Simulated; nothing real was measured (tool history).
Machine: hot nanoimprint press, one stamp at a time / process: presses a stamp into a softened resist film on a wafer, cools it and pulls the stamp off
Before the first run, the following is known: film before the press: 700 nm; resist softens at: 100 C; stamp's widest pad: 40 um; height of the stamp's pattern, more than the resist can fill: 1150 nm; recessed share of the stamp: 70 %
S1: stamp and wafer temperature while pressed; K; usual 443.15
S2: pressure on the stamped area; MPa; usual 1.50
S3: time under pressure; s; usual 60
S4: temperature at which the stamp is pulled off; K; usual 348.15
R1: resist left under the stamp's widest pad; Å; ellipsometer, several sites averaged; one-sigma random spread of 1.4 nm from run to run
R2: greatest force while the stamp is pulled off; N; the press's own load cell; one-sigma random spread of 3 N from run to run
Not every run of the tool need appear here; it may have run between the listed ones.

| run | hour | S1 | S2 | S3 | S4 | R1 | R2 |
|---|---|---|---|---|---|---|---|
| 1 | 0.0 | 443.15 | 1.50 | 60 | 348.15 | 3939 | 206 |
|  | 25.8 | stamp cleaned and given a new release coat |
| 2 | 44.5 | 443.15 | 1.50 | 60 | 348.15 | 3914 | 187 |
| 3 | 87.2 | 443.15 | 1.50 | 39 | 348.15 | 4404 | 188 |
| 4 | 117.0 | 443.15 | 1.50 | 39 | 348.15 | 4450 | 190 |
| 5 | 147.0 | 443.15 | 1.50 | 39 | 348.15 | 4439 | 193 |
| 6 | 175.2 | 443.15 | 1.50 | 39 | 348.15 | 4438 | 198 |
| 7 | 208.5 | 443.15 | 1.50 | 39 | 348.15 | 4426 | 198 |
|  | 247.9 | stamp cleaned and given a new release coat |
| 8 | 257.1 | 443.15 | 1.50 | 36 | 348.15 | 4537 | 184 |
| 9 | 300.9 | 443.15 | 1.50 | 60 | 348.15 | 3858 | 188 |
| 10 | 323.5 | 443.15 | 1.50 | 50 | 348.15 | 4116 | 188 |
| 11 | 361.2 | 443.15 | 1.50 | 50 | 348.15 | 4115 | 193 |
| 12 | 382.7 | 443.15 | 1.50 | 50 | 348.15 | 4077 | 191 |
| 13 | 420.3 | 443.15 | 1.50 | 50 | 348.15 | 4101 | 195 |
| 14 | 447.8 | 443.15 | 1.50 | 50 | 348.15 | 4085 | 201 |
|  | 468.2 | stamp cleaned and given a new release coat |
| 15 | 478.9 | 443.15 | 1.50 | 60 | 347.15 | 3836 | 184 |
| 16 | 518.3 | 444.15 | 1.50 | 60 | 350.15 | 3665 | 172 |
|  | 545.1 | plate thermocouple calibrated |
| 17 | 552.9 | 444.15 | 1.50 | 76 | 350.15 | 3513 | 186 |
| 18 | 571.1 | 444.15 | 1.50 | 110 | 350.15 | 3060 | 181 |
| 19 | 603.6 | 443.15 | 1.50 | 101 | 348.15 | 3301 | 203 |
| 20 | 625.4 | 446.15 | 1.37 | 69 | 341.15 | 3459 | 241 |
| 21 | 653.5 | 448.15 | 1.65 | 37 | 341.15 | 3639 | 247 |
|  | 691.2 | stamp cleaned and given a new release coat |
| 22 | 692.8 | 448.15 | 1.65 | 37 | 341.15 | 3659 | 225 |
| 23 | 718.6 | 441.15 | 1.37 | 38 | 354.15 | 4931 | 156 |
| 24 | 758.4 | 433.15 | 1.79 | 31 | 343.15 | 5927 | 218 |
| 25 | 785.9 | 433.15 | 1.26 | 116 | 343.15 | 4992 | 213 |
| 26 | 830.1 | 440.15 | 1.37 | 60 | 348.15 | 4514 | 200 |
| 27 | 859.2 | 440.15 | 1.37 | 60 | 348.15 | 4522 | 206 |
|  | 877.8 | press's hydraulic seals changed and the load cell set to zero |
| 28 | 888.9 | 440.15 | 1.37 | 60 | 348.15 | 4452 | 202 |
| 29 | 908.7 | 452.15 | 1.08 | 60 | 345.15 | 3090 | 219 |
|  | 919.2 | stamp cleaned and given a new release coat |
| 30 | 944.6 | 443.15 | 1.50 | 97 | 348.15 | 3252 | 190 |

Each run again, without the hidden state but with its own random variation kept:
Hidden state present: true temperature over the reading, C; pressure that arrives at the usual setting, %; grip of the stamp's worn release coat, % over a new coat's; drift of the gauge itself on residual_nm, %; drift of the gauge itself on pull_off_n, %.
| run | R1 | R2 |
|---|---|---|
| 1 | 3914 | 182 |
| 2 | 3896 | 185 |
| 3 | 4392 | 182 |
| 4 | 4442 | 180 |
| 5 | 4436 | 180 |
| 6 | 4440 | 182 |
| 7 | 4434 | 177 |
| 8 | 4551 | 185 |
| 9 | 3879 | 184 |
| 10 | 4142 | 181 |
| 11 | 4147 | 182 |
| 12 | 4112 | 177 |
| 13 | 4143 | 178 |
| 14 | 4131 | 180 |
| 15 | 3886 | 186 |
| 16 | 3720 | 170 |
| 17 | 3452 | 176 |
| 18 | 3005 | 170 |
| 19 | 3250 | 186 |
| 20 | 3414 | 219 |
| 21 | 3587 | 220 |
| 22 | 3612 | 225 |
| 23 | 4899 | 154 |
| 24 | 5901 | 210 |
| 25 | 4978 | 201 |
| 26 | 4499 | 184 |
| 27 | 4512 | 187 |
| 28 | 4488 | 180 |
| 29 | 3122 | 194 |
| 30 | 3292 | 188 |
